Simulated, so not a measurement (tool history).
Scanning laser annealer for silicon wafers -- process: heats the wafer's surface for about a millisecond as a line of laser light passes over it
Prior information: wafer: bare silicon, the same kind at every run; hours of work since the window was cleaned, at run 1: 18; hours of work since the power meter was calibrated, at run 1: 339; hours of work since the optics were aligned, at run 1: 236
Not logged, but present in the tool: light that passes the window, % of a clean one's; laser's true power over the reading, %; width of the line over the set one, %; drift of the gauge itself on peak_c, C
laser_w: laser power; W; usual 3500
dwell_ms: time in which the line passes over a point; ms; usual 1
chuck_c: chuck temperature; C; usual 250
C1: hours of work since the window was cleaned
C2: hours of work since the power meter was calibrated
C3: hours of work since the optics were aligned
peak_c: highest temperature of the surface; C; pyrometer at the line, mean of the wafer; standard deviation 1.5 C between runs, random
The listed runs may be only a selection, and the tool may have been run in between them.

Run 1, hour 0: usual settings; C1 18; C2 339; C3 236. Result: peak_c 1019 C.
Run 2, hour 36.4: usual settings; C1 41; C2 362; C3 259. Result: peak_c 1016 C.
Run 3, hour 65: usual settings; C1 60; C2 380; C3 277. Result: peak_c 1018 C.
Run 4, hour 101.4: usual settings; C1 83; C2 403; C3 300. Result: peak_c 1017 C.
Run 5, hour 140.1: usual settings but chuck_c 284 C; C1 107; C2 428; C3 325. Result: peak_c 1046 C.
Run 6, hour 183: usual settings but chuck_c 284 C; C1 135; C2 455; C3 352. Result: peak_c 1045 C.
Run 7, hour 207.7: usual settings but chuck_c 284 C; C1 150; C2 471; C3 368. Result: peak_c 1046 C.
Run 8, hour 243.6: usual settings but chuck_c 284 C; C1 173; C2 494; C3 391. Result: peak_c 1047 C.
Run 9, hour 263.1: usual settings but chuck_c 284 C; C1 186; C2 506; C3 403. Result: peak_c 1042 C.
Run 10, hour 293.3: usual settings but chuck_c 216 C; C1 205; C2 525; C3 423. Result: peak_c 977 C.
Run 11, hour 320.1: usual settings but chuck_c 216 C; C1 222; C2 542; C3 440. Result: peak_c 973 C.
Run 12, hour 338.5: usual settings but chuck_c 216 C; C1 234; C2 554; C3 451. Result: peak_c 973 C.
At hour 343.8: laser's power meter calibrated.
Run 13, hour 367.6: usual settings but dwell_ms 1.08 ms; C1 250; C2 15; C3 468. Result: peak_c 1031 C.
Run 14, hour 401: usual settings but laser_w 3668 W, dwell_ms 0.77 ms, chuck_c 256 C; C1 271; C2 36; C3 489. Result: peak_c 962 C.
Run 15, hour 441.3: usual settings but dwell_ms 0.77 ms, chuck_c 241 C; C1 297; C2 62; C3 515. Result: peak_c 917 C.
At hour 451.8: laser's power meter calibrated, once more.
Run 16, hour 466.7: usual settings but dwell_ms 0.77 ms, chuck_c 241 C; C1 311; C2 10; C3 529. Result: peak_c 916 C.
Run 17, hour 499: usual settings but laser_w 3492 W, dwell_ms 0.96 ms, chuck_c 257 C; C1 332; C2 30; C3 550. Result: peak_c 995 C.
Run 18, hour 534.5: usual settings but laser_w 3492 W, dwell_ms 0.96 ms, chuck_c 257 C; C1 354; C2 53; C3 572. Result: peak_c 995 C.
Run 19, hour 557: usual settings but laser_w 3492 W, dwell_ms 0.76 ms, chuck_c 257 C; C1 369; C2 67; C3 586. Result: peak_c 926 C.
Run 20, hour 596.4: usual settings but laser_w 3492 W, dwell_ms 0.76 ms, chuck_c 257 C; C1 394; C2 92; C3 611. Result: peak_c 923 C.
Run 21, hour 620.8: usual settings but laser_w 3492 W, dwell_ms 0.76 ms, chuck_c 257 C; C1 409; C2 107; C3 627. Result: peak_c 924 C.
Run 22, hour 660.1: usual settings but laser_w 3433 W, dwell_ms 0.75 ms; C1 434; C2 132; C3 652. Result: peak_c 902 C.
At hour 689.7: window over the wafer cleaned.
Run 23, hour 694.8: usual settings but laser_w 3778 W, dwell_ms 0.9 ms, chuck_c 289 C; C1 3; C2 153; C3 673. Result: peak_c 1078 C.
Run 24, hour 736.7: usual settings but laser_w 2990 W, chuck_c 229 C; C1 30; C2 180; C3 699. Result: peak_c 888 C.
Run 25, hour 763.8: usual settings but laser_w 3523 W; C1 47; C2 197; C3 717. Result: peak_c 1018 C.
Run 26, hour 799.1: usual settings but laser_w 3523 W; C1 70; C2 220; C3 739. Result: peak_c 1020 C.

Here are 3 independent what-if runs from the current tool condition. What would each one return?
At hour 815: optics aligned, line set to its width.
Run A, hour 832.4: usual settings but dwell_ms 1.07 ms, chuck_c 285 C; C1 88; C2 238; C3 11. Result: peak_c ?.
At hour 815: optics aligned, line set to its width.
Run B, hour 832.4: usual settings but chuck_c 218 C; C1 88; C2 238; C3 11. Result: peak_c ?.
At hour 815: optics aligned, line set to its width.
Run C, hour 832.4: usual settings but laser_w 3311 W, chuck_c 223 C; C1 88; C2 238; C3 11. Result: peak_c ?.

run  peak_c
  A    1079
  B     988
  C     953
The same runs, with their run-to-run variation unchanged, on a tool lacking any hidden condition would have given:
run  peak_c
  A    1081
  B     990
  C     955

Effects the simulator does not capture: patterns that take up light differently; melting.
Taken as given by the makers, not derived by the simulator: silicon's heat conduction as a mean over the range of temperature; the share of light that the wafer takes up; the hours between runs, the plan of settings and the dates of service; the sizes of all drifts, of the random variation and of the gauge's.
